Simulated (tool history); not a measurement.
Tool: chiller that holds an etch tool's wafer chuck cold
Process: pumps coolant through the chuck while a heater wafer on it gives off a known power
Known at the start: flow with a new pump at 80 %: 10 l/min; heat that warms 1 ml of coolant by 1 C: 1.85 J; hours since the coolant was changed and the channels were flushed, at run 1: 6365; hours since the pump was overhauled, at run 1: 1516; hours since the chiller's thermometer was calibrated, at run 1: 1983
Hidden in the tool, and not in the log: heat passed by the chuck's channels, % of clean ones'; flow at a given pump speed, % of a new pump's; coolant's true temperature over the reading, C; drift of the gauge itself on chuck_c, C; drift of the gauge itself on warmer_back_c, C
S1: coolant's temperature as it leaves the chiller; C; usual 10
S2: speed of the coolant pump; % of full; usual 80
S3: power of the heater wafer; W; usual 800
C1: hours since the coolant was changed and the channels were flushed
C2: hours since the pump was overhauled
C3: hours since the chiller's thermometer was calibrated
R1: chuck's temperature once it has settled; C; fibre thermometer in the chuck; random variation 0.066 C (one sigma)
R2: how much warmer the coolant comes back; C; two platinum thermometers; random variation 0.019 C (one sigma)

Run 1, hour 0: usual settings; C1 6365; C2 1516; C3 1983. Result: R1 16.56 C, R2 2.64 C.
Run 2, hour 116.7: usual settings; C1 6482; C2 1633; C3 2100. Result: R1 16.53 C, R2 2.64 C.
Run 3, hour 204.6: usual settings; C1 6570; C2 1720; C3 2188. Result: R1 16.56 C, R2 2.62 C.
Run 4, hour 285.8: usual settings; C1 6651; C2 1802; C3 2269. Result: R1 16.58 C, R2 2.65 C.
Run 5, hour 348: usual settings; C1 6713; C2 1864; C3 2331. Result: R1 16.52 C, R2 2.62 C.
Run 6, hour 471: usual settings but S3 1108 W; C1 6836; C2 1987; C3 2454. Result: R1 19.08 C, R2 3.64 C.
Run 7, hour 526.7: usual settings but S2 70 % of full; C1 6892; C2 2043; C3 2510. Result: R1 17.12 C, R2 3.04 C.
Run 8, hour 594.1: usual settings but S2 70 % of full; C1 6959; C2 2110; C3 2577. Result: R1 17.22 C, R2 3.03 C.
Run 9, hour 669.3: usual settings but S2 70 % of full; C1 7034; C2 2185; C3 2653. Result: R1 17.19 C, R2 3.03 C.
Run 10, hour 776.4: usual settings but S2 70 % of full; C1 7142; C2 2292; C3 2760. Result: R1 17.06 C, R2 3.07 C.
Run 11, hour 885.2: usual settings; C1 7250; C2 2401; C3 2868. Result: R1 16.7 C, R2 2.62 C.
At hour 981.9: coolant changed, channels flushed.
Run 12, hour 1010.7: usual settings; C1 29; C2 2520; C3 2988. Result: R1 15.59 C, R2 2.66 C.
Run 13, hour 1128.5: usual settings; C1 147; C2 2638; C3 3106. Result: R1 15.76 C, R2 2.69 C.
Run 14, hour 1191.1: usual settings; C1 209; C2 2701; C3 3168. Result: R1 15.73 C, R2 2.66 C.
Run 15, hour 1288.6: usual settings but S1 2 C; C1 307; C2 2798; C3 3266. Result: R1 7.59 C, R2 2.68 C.
Run 16, hour 1415.5: usual settings but S1 2 C, S3 808 W; C1 434; C2 2925; C3 3393. Result: R1 7.88 C, R2 2.7 C.
Run 17, hour 1515.1: usual settings but S1 8 C; C1 533; C2 3025; C3 3492. Result: R1 13.76 C, R2 2.69 C.
Run 18, hour 1572: usual settings but S1 14 C; C1 590; C2 3082; C3 3549. Result: R1 19.74 C, R2 2.71 C.
Run 19, hour 1663: usual settings but S1 14 C; C1 681; C2 3173; C3 3640. Result: R1 19.82 C, R2 2.72 C.
Run 20, hour 1789.7: usual settings but S1 14 C; C1 808; C2 3299; C3 3767. Result: R1 19.77 C, R2 2.67 C.
Run 21, hour 1899.8: usual settings but S2 74 % of full; C1 918; C2 3410; C3 3877. Result: R1 16.04 C, R2 2.96 C.
Run 22, hour 2016.8: usual settings but S2 74 % of full; C1 1035; C2 3527; C3 3994. Result: R1 15.95 C, R2 2.93 C.
Run 23, hour 2131.1: usual settings but S2 70 % of full, S3 536 W; C1 1149; C2 3641; C3 4108. Result: R1 14.16 C, R2 2.03 C.
Run 24, hour 2206.2: usual settings but S2 78 % of full, S3 911 W; C1 1224; C2 3716; C3 4183. Result: R1 16.68 C, R2 3.11 C.
Run 25, hour 2289.3: usual settings but S1 16 C, S2 64 % of full, S3 455 W; C1 1307; C2 3799; C3 4267. Result: R1 19.77 C, R2 1.93 C.
Run 26, hour 2411.6: usual settings but S1 4 C, S2 66 % of full, S3 518 W; C1 1430; C2 3921; C3 4389. Result: R1 8.17 C, R2 2.14 C.
Run 27, hour 2502.3: usual settings but S1 15 C, S3 586 W; C1 1520; C2 4012; C3 4480. Result: R1 19.38 C, R2 1.98 C.
Run 28, hour 2616.3: usual settings but S1 15 C, S3 586 W; C1 1634; C2 4126; C3 4594. Result: R1 19.22 C, R2 1.97 C.
Run 29, hour 2722.1: usual settings but S2 96 % of full, S3 414 W; C1 1740; C2 4232; C3 4699. Result: R1 12.7 C, R2 1.18 C.
Run 30, hour 2834.2: usual settings but S2 96 % of full, S3 414 W; C1 1852; C2 4344; C3 4811. Result: R1 12.72 C, R2 1.21 C.
Run 31, hour 2910: usual settings but S1 3 C, S2 90 % of full; C1 1928; C2 4420; C3 4887. Result: R1 8.47 C, R2 2.43 C.
Run 32, hour 2971.9: usual settings but S1 3 C, S2 90 % of full; C1 1990; C2 4482; C3 4949. Result: R1 8.49 C, R2 2.43 C.
Run 33, hour 3027.6: usual settings but S1 3 C, S2 90 % of full; C1 2046; C2 4537; C3 5005. Result: R1 8.49 C, R2 2.42 C.

Hidden state or all else? Some run-to-run changes of R1, split into what the settings, what came in and random variation would give without the hidden state, and what is left for the hidden state (with any gauge scatter that isn't in both results):
Run 5 -> 6: S3 800 -> 1108. R1 +2.56 C: hidden state +0.42, all else +2.14.
Run 6 -> 7: S2 80 -> 70, S3 1108 -> 800. R1 -1.96 C: hidden state -0.33, all else -1.63.
Run 11 -> 12: coolant changed, channels flushed. R1 -1.11 C: hidden state -1.05, all else -0.06.
Run 14 -> 15: S1 10 -> 2. R1 -8.14 C: hidden state +0.01, all else -8.15.
Run 25 -> 26: S1 16 -> 4, S2 64 -> 66, S3 455 -> 518. R1 -11.6 C: hidden state +0.03, all else -11.63.
Run 26 -> 27: S1 4 -> 15, S2 66 -> 80, S3 518 -> 586. R1 +11.21 C: hidden state +0.02, all else +11.19.

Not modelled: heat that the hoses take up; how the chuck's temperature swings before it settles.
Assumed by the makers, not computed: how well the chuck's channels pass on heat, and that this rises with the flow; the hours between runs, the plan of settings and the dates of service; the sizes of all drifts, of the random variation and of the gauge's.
